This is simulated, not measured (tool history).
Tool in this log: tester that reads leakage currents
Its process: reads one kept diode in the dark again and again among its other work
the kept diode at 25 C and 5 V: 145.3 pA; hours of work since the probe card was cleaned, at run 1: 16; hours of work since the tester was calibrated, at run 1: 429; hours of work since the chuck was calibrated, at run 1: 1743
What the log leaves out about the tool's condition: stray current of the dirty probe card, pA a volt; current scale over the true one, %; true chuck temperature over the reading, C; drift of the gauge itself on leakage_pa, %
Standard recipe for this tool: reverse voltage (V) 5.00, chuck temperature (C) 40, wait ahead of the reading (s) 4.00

run      day  reverse voltage (V)  chuck temperature (C)  wait ahead of the reading (s)  hours of work since the probe card was cleaned  hours of work since the tester was calibrated  hours of work since the chuck was calibrated  current that the tester gives (pA)
  1    0.000                 5.00                     40                           4.00                                              16                                            429                                          1743                              506.95
  2    6.521                 5.00                     38                           4.00                                              98                                            511                                          1825                              440.82
  3   13.004                 5.00                     40                           4.00                                             180                                            593                                          1907                              513.67
  4   18.125                 5.00                     40                           4.00                                             245                                            657                                          1971                              516.12
  5   23.708                 5.00                     40                           4.00                                             315                                            727                                          2041                              515.57
      24.392  -- chuck's temperature calibrated
  6   26.996                 5.00                     40                           0.52                                             355                                            768                                            33                              455.44
  7   32.112                 5.00                     40                           0.52                                             420                                            832                                            97                              456.07
  8   37.496                 2.06                     40                           4.00                                             488                                            900                                           165                              319.16
  9   40.862                 2.06                     40                           4.00                                             530                                            943                                           208                              317.87
 10   46.021                 5.00                     38                           4.00                                             595                                           1008                                           273                              397.19
 11   52.808                 5.00                     38                           4.00                                             681                                           1093                                           358                              399.30
 12   58.575                 5.00                     38                           4.00                                             753                                           1166                                           431                              402.19
 13   65.046                 5.00                     38                           4.00                                             835                                           1247                                           512                              404.23
 14   71.171                 5.00                     40                           4.00                                             912                                           1324                                           589                              469.20
 15   78.704                 5.00                     40                           4.00                                            1007                                           1419                                           684                              470.98
 16   82.421                14.70                     40                           5.73                                            1054                                           1466                                           731                              731.56
 17   89.600                 1.06                     21                           5.73                                            1144                                           1557                                           822                               60.35
 18   96.829                 1.06                     21                           5.73                                            1235                                           1648                                           913                               60.85
 19  104.379                 1.06                     53                           1.46                                            1330                                           1743                                          1008                              625.68
 20  110.771                 8.58                     40                           4.00                                            1411                                           1823                                          1088                              602.33
 21  117.508                 5.00                     53                           4.00                                            1496                                           1908                                          1173                             1185.26
 22  123.246                 4.34                     32                           6.01                                            1568                                           1981                                          1246                              258.13
 23  127.321                 4.42                     32                           4.94                                            1619                                           2032                                          1297                              262.75
 24  134.117                 5.64                     32                           4.56                                            1705                                           2118                                          1382                              292.00
 25  137.254                 5.64                     32                           4.56                                            1745                                           2157                                          1422                              292.05
 26  143.296                 5.64                     32                           4.56                                            1821                                           2233                                          1498                              293.44
     144.712  -- probe card cleaned and baked
 27  149.958                16.28                     53                           4.00                                              66                                           2316                                          1581                             1945.32
 28  154.050                 5.00                     51                           9.22                                             118                                           2367                                          1632                             1058.03
 29  159.038                 5.00                     30                           9.22                                             181                                           2430                                          1695                              240.00
 30  163.333                 5.00                     30                           9.22                                             235                                           2484                                          1749                              240.35

4 ways to go on from here, each from the tool as it stands after run 30. What would each give?
  A  167.612                12.53                     23                           2.29                                             289                                           2538                                          1803                                   ?
  B  167.612                 1.97                     37                           0.52                                             289                                           2538                                          1803                                   ?
  C  167.612                 5.00                     53                           3.11                                             289                                           2538                                          1803                                   ?
  D  167.612                 5.00                     30                           4.00                                             289                                           2538                                          1803                                   ?

run  current that the tester gives (pA)
  A                              206.30
  B                              279.66
  C                             1219.41
  D                              240.12
Take away the tool's hidden state, keep each run's random variation, and the runs would have read:
run  current that the tester gives (pA)
  A                              181.47
  B                              250.61
  C                             1103.53
  D                              213.62

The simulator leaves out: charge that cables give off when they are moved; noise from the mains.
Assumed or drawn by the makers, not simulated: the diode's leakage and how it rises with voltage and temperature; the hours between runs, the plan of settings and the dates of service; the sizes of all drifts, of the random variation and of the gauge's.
